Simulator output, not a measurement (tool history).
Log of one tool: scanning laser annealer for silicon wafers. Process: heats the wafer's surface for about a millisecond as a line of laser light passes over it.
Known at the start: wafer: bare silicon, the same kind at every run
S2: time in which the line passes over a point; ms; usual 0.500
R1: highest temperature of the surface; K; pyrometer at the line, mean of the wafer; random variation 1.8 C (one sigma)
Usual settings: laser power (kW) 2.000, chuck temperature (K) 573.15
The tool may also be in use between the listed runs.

run 1 day=0.000 | laser_power_(kW)=2.000 S2=0.500 chuck_temperature_(K)=573.15 | R1=1305.15
-- day=0.788 window over the wafer cleaned
run 2 day=1.212 | laser_power_(kW)=2.000 S2=0.500 chuck_temperature_(K)=573.15 | R1=1317.15
run 3 day=2.817 | laser_power_(kW)=2.000 S2=0.500 chuck_temperature_(K)=573.15 | R1=1317.15
run 4 day=4.162 | laser_power_(kW)=2.000 S2=0.500 chuck_temperature_(K)=573.15 | R1=1316.15
run 5 day=5.388 | laser_power_(kW)=2.000 S2=0.500 chuck_temperature_(K)=573.15 | R1=1316.15
run 6 day=7.175 | laser_power_(kW)=2.044 S2=0.500 chuck_temperature_(K)=573.15 | R1=1327.15
run 7 day=8.333 | laser_power_(kW)=2.044 S2=0.500 chuck_temperature_(K)=573.15 | R1=1332.15
run 8 day=10.096 | laser_power_(kW)=2.044 S2=0.500 chuck_temperature_(K)=573.15 | R1=1329.15
run 9 day=10.942 | laser_power_(kW)=2.044 S2=0.500 chuck_temperature_(K)=573.15 | R1=1329.15
run 10 day=11.775 | laser_power_(kW)=2.044 S2=0.500 chuck_temperature_(K)=573.15 | R1=1328.15
run 11 day=13.392 | laser_power_(kW)=2.044 S2=0.500 chuck_temperature_(K)=573.15 | R1=1325.15
run 12 day=14.308 | laser_power_(kW)=2.044 S2=0.500 chuck_temperature_(K)=573.15 | R1=1327.15
run 13 day=16.079 | laser_power_(kW)=2.044 S2=0.500 chuck_temperature_(K)=573.15 | R1=1321.15
run 14 day=17.379 | laser_power_(kW)=2.044 S2=0.500 chuck_temperature_(K)=608.15 | R1=1354.15
run 15 day=18.854 | laser_power_(kW)=2.000 S2=0.462 chuck_temperature_(K)=573.15 | R1=1277.15
run 16 day=19.754 | laser_power_(kW)=2.000 S2=0.500 chuck_temperature_(K)=573.15 | R1=1303.15
run 17 day=20.879 | laser_power_(kW)=2.000 S2=0.500 chuck_temperature_(K)=573.15 | R1=1306.15
run 18 day=22.671 | laser_power_(kW)=2.000 S2=0.500 chuck_temperature_(K)=573.15 | R1=1304.15
run 19 day=24.496 | laser_power_(kW)=2.000 S2=0.500 chuck_temperature_(K)=556.15 | R1=1285.15
run 20 day=25.888 | laser_power_(kW)=2.000 S2=0.500 chuck_temperature_(K)=573.15 | R1=1301.15
run 21 day=27.071 | laser_power_(kW)=2.000 S2=0.500 chuck_temperature_(K)=573.15 | R1=1301.15
run 22 day=28.833 | laser_power_(kW)=1.910 S2=0.470 chuck_temperature_(K)=549.15 | R1=1220.15
run 23 day=30.138 | laser_power_(kW)=1.910 S2=0.470 chuck_temperature_(K)=549.15 | R1=1221.15
-- day=30.321 window over the wafer cleaned
run 24 day=31.604 | laser_power_(kW)=2.140 S2=0.371 chuck_temperature_(K)=573.15 | R1=1242.15
run 25 day=32.879 | laser_power_(kW)=2.022 S2=0.500 chuck_temperature_(K)=573.15 | R1=1321.15
run 26 day=34.029 | laser_power_(kW)=2.022 S2=0.500 chuck_temperature_(K)=573.15 | R1=1317.15
run 27 day=34.858 | laser_power_(kW)=1.947 S2=0.500 chuck_temperature_(K)=548.15 | R1=1266.15
run 28 day=35.629 | laser_power_(kW)=1.787 S2=0.540 chuck_temperature_(K)=573.15 | R1=1261.15
run 29 day=37.146 | laser_power_(kW)=1.937 S2=0.456 chuck_temperature_(K)=610.15 | R1=1288.15
run 30 day=38.442 | laser_power_(kW)=1.937 S2=0.456 chuck_temperature_(K)=610.15 | R1=1285.15
run 31 day=39.642 | laser_power_(kW)=1.937 S2=0.456 chuck_temperature_(K)=610.15 | R1=1284.15
run 32 day=40.817 | laser_power_(kW)=1.937 S2=0.456 chuck_temperature_(K)=610.15 | R1=1280.15
run 33 day=42.088 | laser_power_(kW)=2.023 S2=0.500 chuck_temperature_(K)=579.15 | R1=1313.15

The next listed run, before its measurement:
run 34 day=43.000 | laser_power_(kW)=2.023 S2=0.500 chuck_temperature_(K)=579.15 | R1=?

{"run 34": {"R1": 1314.15}}
Without the tool's hidden state the same run would have given R1 1332.15 K.
